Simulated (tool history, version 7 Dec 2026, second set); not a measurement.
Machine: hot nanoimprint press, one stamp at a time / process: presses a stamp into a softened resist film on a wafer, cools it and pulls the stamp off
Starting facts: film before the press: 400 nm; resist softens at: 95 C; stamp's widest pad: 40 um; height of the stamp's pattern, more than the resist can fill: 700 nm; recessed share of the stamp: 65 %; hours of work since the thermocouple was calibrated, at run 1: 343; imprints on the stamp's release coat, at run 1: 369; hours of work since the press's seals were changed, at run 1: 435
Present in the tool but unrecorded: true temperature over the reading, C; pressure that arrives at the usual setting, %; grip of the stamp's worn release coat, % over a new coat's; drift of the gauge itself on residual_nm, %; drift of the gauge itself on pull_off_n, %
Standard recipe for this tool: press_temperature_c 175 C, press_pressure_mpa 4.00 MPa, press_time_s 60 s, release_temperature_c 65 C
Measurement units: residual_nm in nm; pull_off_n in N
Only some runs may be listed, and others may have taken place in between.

run,hour,press_temperature_c,press_pressure_mpa,press_time_s,release_temperature_c,hours of work since the thermocouple was calibrated,imprints on the stamp's release coat,hours of work since the press's seals were changed,residual_nm,pull_off_n
1,0.0,175,4.00,60,65,343,369,435,143.2,180
2,10.6,175,4.00,60,65,349,387,441,143.3,181
3,28.3,166,4.00,60,65,359,418,451,181.0,183
4,41.6,170,4.00,60,65,366,441,458,162.2,187
5,52.2,170,4.00,60,65,372,459,464,162.4,181
6,63.9,170,4.78,60,65,379,479,471,146.6,189
7,80.8,170,4.78,30,65,388,508,480,184.5,188
8,90.4,175,4.00,60,65,394,525,485,143.0,189
9,99.8,175,4.00,60,65,399,541,491,142.7,188
10,108.9,175,4.00,60,65,404,557,496,143.2,187
# hour 113.7: plate thermocouple calibrated
11,124.8,175,4.00,60,65,6,579,503,142.2,187
12,143.5,169,4.00,60,65,17,611,513,165.5,187
# hour 154.9: plate thermocouple calibrated, once more
13,167.2,175,4.00,60,65,7,647,525,147.4,197
14,184.5,175,4.00,60,65,17,677,535,147.7,202
15,203.8,175,4.00,80,65,27,710,545,134.0,204
16,225.8,177,4.42,36,65,40,748,558,157.9,205
17,243.2,171,4.00,60,65,49,778,568,163.3,206
18,261.2,175,3.94,50,65,59,809,578,158.1,207
19,282.4,175,3.94,47,65,71,846,589,161.0,210
20,294.8,184,3.94,101,66,78,867,596,99.6,203
21,311.5,184,3.94,101,66,88,896,606,100.1,212
22,330.0,175,3.88,99,65,98,928,616,126.0,215
23,341.8,175,3.88,99,65,105,948,623,126.3,217
24,355.8,175,3.88,99,65,112,973,631,126.6,216
25,369.7,176,2.51,45,65,120,996,638,204.4,214
26,390.2,176,2.51,45,65,132,1032,650,204.1,221
27,407.7,171,2.51,83,51,141,1062,660,189.7,307
# hour 418.9: stamp cleaned and given a new release coat
28,429.8,179,3.25,38,71,150,19,669,174.9,137
29,439.3,179,3.25,38,71,156,35,674,174.3,137

3 options for the next run, each taken on its own from the tool as it stands now. Forecast them:
A,459.6,182,4.24,60,65,167,70,685,?,?
B,459.6,186,3.85,38,66,167,70,685,?,?
C,459.6,187,3.25,53,71,167,70,685,?,?

run,residual_nm,pull_off_n
A,119.6,167
B,135.2,163
C,130.4,137
Stripped of hidden state, with their random variation kept, the same runs would have yielded:
run,residual_nm,pull_off_n
A,118.7,168
B,134.4,164
C,130.1,138

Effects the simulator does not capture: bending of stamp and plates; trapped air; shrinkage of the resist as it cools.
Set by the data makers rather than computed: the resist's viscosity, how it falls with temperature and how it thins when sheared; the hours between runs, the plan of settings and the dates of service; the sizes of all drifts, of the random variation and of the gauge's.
